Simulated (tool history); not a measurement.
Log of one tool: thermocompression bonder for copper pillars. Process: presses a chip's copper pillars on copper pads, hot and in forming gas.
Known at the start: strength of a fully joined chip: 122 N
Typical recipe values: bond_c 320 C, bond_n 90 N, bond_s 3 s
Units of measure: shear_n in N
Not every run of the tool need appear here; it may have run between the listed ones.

run	hour	bond_c	bond_n	bond_s	shear_n
1	0.0	320	90	3	87.8
2	22.4	320	90	3	88.3
3	43.9	320	84	3	85.9
4	62.0	320	84	3	85.7
# hour 72.3: heater calibrated with a thermocouple chip
5	74.4	320	84	3	78.2
6	90.1	320	84	3	78.1
7	114.4	320	84	3	79.6
8	126.6	320	84	3	76.3
9	147.5	320	90	3	81.6
10	163.0	320	90	3	81.5
11	175.4	320	90	3	80.9
12	200.1	320	90	3	79.6
13	213.2	320	90	3	79.2
14	235.3	320	90	3	79.5
15	252.1	320	90	3	78.5
16	267.1	320	62	3	59.9
# hour 290.4: forming gas filter changed
17	290.4	320	62	3	67.5
18	304.9	304	62	3	57.8
19	322.1	304	62	3	57.3
20	338.7	304	62	6	71.5
21	351.8	304	119	2	85.3
22	367.1	303	90	3	78.4
23	388.5	303	90	3	77.6
24	401.1	303	90	3	79.2
25	417.9	315	127	3	102.5
26	435.3	315	127	3	102.1
27	446.4	320	90	2	78.5
28	465.9	305	90	3	79.9
29	489.6	305	90	6	93.0
30	503.9	305	90	6	90.9
31	515.9	306	128	9	109.0
32	537.1	294	90	3	71.0
33	548.9	311	103	2	79.3
34	563.1	314	64	7	78.0
35	574.7	299	64	7	69.7
36	584.9	299	104	3	80.3
37	600.7	299	104	3	79.6
38	625.4	299	104	3	80.2
39	635.4	299	67	3	56.8
40	653.7	325	67	2	60.2

Below are 4 alternative next runs, each starting from the tool's condition after run 40. Predict each:
A	673.2	325	102	4	?
B	673.2	335	90	2	?
C	673.2	304	127	2	?
D	673.2	314	90	3	?

run	shear_n
A	94.6
B	83.3
C	84.3
D	78.7
Without the tool's unlogged condition, the same runs would have read:
run	shear_n
A	103.3
B	90.4
C	91.3
D	85.0
